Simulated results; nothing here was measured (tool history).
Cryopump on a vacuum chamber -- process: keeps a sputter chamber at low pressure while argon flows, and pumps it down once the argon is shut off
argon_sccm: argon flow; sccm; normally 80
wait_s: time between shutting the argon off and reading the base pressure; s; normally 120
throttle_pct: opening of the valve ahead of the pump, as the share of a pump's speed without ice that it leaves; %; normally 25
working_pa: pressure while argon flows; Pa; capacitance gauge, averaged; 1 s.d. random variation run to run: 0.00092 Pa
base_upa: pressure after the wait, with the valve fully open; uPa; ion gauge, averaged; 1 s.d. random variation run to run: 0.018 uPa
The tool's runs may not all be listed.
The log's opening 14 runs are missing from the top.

{"run": 15, "hour": 577.9, "argon_sccm": 80, "wait_s": 120, "throttle_pct": 15, "working_pa": 0.3897, "base_upa": 0.61}
{"run": 16, "hour": 628.1, "argon_sccm": 80, "wait_s": 120, "throttle_pct": 15, "working_pa": 0.3915, "base_upa": 0.6}
{"run": 17, "hour": 663.8, "argon_sccm": 80, "wait_s": 120, "throttle_pct": 15, "working_pa": 0.3889, "base_upa": 0.6}
{"run": 18, "hour": 702.5, "argon_sccm": 80, "wait_s": 120, "throttle_pct": 15, "working_pa": 0.3896, "base_upa": 0.6}
{"run": 19, "hour": 744.9, "argon_sccm": 80, "wait_s": 120, "throttle_pct": 15, "working_pa": 0.3934, "base_upa": 0.62}
{"run": 20, "hour": 774.9, "argon_sccm": 80, "wait_s": 120, "throttle_pct": 15, "working_pa": 0.3938, "base_upa": 0.6}
{"run": 21, "hour": 822.7, "argon_sccm": 80, "wait_s": 120, "throttle_pct": 15, "working_pa": 0.3949, "base_upa": 0.67}
{"run": 22, "hour": 861.5, "argon_sccm": 80, "wait_s": 120, "throttle_pct": 15, "working_pa": 0.3928, "base_upa": 0.62}
{"run": 23, "hour": 913.0, "argon_sccm": 55, "wait_s": 27, "throttle_pct": 22, "working_pa": 0.1879, "base_upa": 2.16}
{"run": 24, "hour": 936.1, "argon_sccm": 80, "wait_s": 120, "throttle_pct": 28, "working_pa": 0.2181, "base_upa": 0.66}
{"run": 25, "hour": 990.8, "argon_sccm": 75, "wait_s": 55, "throttle_pct": 17, "working_pa": 0.3308, "base_upa": 1.2}
{"hour": 1002.8, "done": "pump warmed up, emptied and cooled again"}
{"run": 26, "hour": 1030.1, "argon_sccm": 75, "wait_s": 42, "throttle_pct": 22, "working_pa": 0.2464, "base_upa": 1.44}
{"run": 27, "hour": 1079.9, "argon_sccm": 105, "wait_s": 23, "throttle_pct": 31, "working_pa": 0.2498, "base_upa": 2.47}
{"run": 28, "hour": 1106.5, "argon_sccm": 68, "wait_s": 38, "throttle_pct": 25, "working_pa": 0.1981, "base_upa": 1.55}
{"run": 29, "hour": 1150.9, "argon_sccm": 68, "wait_s": 38, "throttle_pct": 25, "working_pa": 0.1996, "base_upa": 1.59}
{"run": 30, "hour": 1192.7, "argon_sccm": 68, "wait_s": 38, "throttle_pct": 25, "working_pa": 0.2007, "base_upa": 1.65}
{"run": 31, "hour": 1247.7, "argon_sccm": 68, "wait_s": 38, "throttle_pct": 25, "working_pa": 0.2003, "base_upa": 1.63}
{"run": 32, "hour": 1270.7, "argon_sccm": 68, "wait_s": 38, "throttle_pct": 25, "working_pa": 0.2009, "base_upa": 1.63}
{"run": 33, "hour": 1303.6, "argon_sccm": 34, "wait_s": 209, "throttle_pct": 37, "working_pa": 0.0684, "base_upa": 0.49}
{"run": 34, "hour": 1355.6, "argon_sccm": 154, "wait_s": 203, "throttle_pct": 23, "working_pa": 0.5001, "base_upa": 0.52}
{"run": 35, "hour": 1401.9, "argon_sccm": 154, "wait_s": 203, "throttle_pct": 23, "working_pa": 0.4996, "base_upa": 0.5}

3 options for the next run, each taken on its own from the tool as it stands now. Forecast them:
{"run": "A", "hour": 1444.3, "argon_sccm": 154, "wait_s": 208, "throttle_pct": 35, "working_pa": "?", "base_upa": "?"}
{"run": "B", "hour": 1444.3, "argon_sccm": 43, "wait_s": 120, "throttle_pct": 35, "working_pa": "?", "base_upa": "?"}
{"run": "C", "hour": 1444.3, "argon_sccm": 33, "wait_s": 120, "throttle_pct": 25, "working_pa": "?", "base_upa": "?"}

run=A working_pa=0.3375 base_upa=0.54
run=B working_pa=0.0938 base_upa=0.72
run=C working_pa=0.0997 base_upa=0.74
Without the tool's unlogged condition, the same runs would have read:
run=A working_pa=0.3168 base_upa=0.40
run=B working_pa=0.0880 base_upa=0.58
run=C working_pa=0.0952 base_upa=0.60

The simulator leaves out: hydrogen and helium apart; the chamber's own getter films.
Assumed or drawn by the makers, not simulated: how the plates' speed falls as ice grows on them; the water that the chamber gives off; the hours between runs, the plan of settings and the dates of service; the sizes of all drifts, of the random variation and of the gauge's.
